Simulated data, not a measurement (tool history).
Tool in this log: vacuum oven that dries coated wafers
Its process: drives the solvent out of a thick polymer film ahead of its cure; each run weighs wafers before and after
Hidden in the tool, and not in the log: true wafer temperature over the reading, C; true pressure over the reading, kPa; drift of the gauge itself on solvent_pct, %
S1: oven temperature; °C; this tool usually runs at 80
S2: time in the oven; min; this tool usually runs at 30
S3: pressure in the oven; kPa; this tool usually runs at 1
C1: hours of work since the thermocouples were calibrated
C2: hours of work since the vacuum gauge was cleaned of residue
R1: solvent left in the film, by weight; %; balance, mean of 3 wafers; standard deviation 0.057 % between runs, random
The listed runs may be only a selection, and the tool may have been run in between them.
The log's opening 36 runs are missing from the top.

Run 37, hour 761.2: usual settings but S3 0.58 kPa; C1 560; C2 911. Result: R1 2.62 %.
Run 38, hour 780.5: usual settings but S1 92 °C, S3 0.58 kPa; C1 571; C2 922. Result: R1 0.57 %.
Run 39, hour 794.1: usual settings but S1 83 °C, S2 38 min, S3 1.06 kPa; C1 579; C2 930. Result: R1 1.48 %.
Run 40, hour 819.4: usual settings but S3 2.18 kPa; C1 594; C2 945. Result: R1 3.52 %.
Run 41, hour 841.9: usual settings but S2 22 min, S3 3.11 kPa; C1 607; C2 958. Result: R1 5.19 %.
Run 42, hour 867.7: usual settings but S1 79 °C, S2 17 min, S3 1.48 kPa; C1 622; C2 973. Result: R1 6.01 %.
Run 43, hour 885.6: usual settings but S1 79 °C, S2 17 min, S3 1.48 kPa; C1 632; C2 983. Result: R1 6.2 %.
Run 44, hour 899.5: usual settings but S1 79 °C, S2 17 min, S3 1.48 kPa; C1 640; C2 991. Result: R1 5.99 %.
Run 45, hour 917.2: usual settings but S1 79 °C, S2 17 min, S3 1.48 kPa; C1 650; C2 1001. Result: R1 6.07 %.
Run 46, hour 945.7: usual settings but S1 79 °C, S2 17 min, S3 1.48 kPa; C1 667; C2 1018. Result: R1 6.06 %.
Run 47, hour 973.9: usual settings but S3 1.51 kPa; C1 683; C2 1034. Result: R1 3.19 %.

Forecast each of these 3 alternatives for the next run:
Run A, hour 1000.2: usual settings but S1 74 °C, S2 26 min, S3 3.77 kPa; C1 698; C2 1049. Result: R1 ?.
Run B, hour 1000.2: usual settings but S2 22 min, S3 1.51 kPa; C1 698; C2 1049. Result: R1 ?.
Run C, hour 1000.2: usual settings but S3 1.09 kPa; C1 698; C2 1049. Result: R1 ?.

run    R1
  A  7.24
  B  4.48
  C  2.93
The same runs, with their run-to-run variation unchanged, on a tool lacking any hidden condition would have given:
run    R1
  A  7.23
  B  4.47
  C  2.92
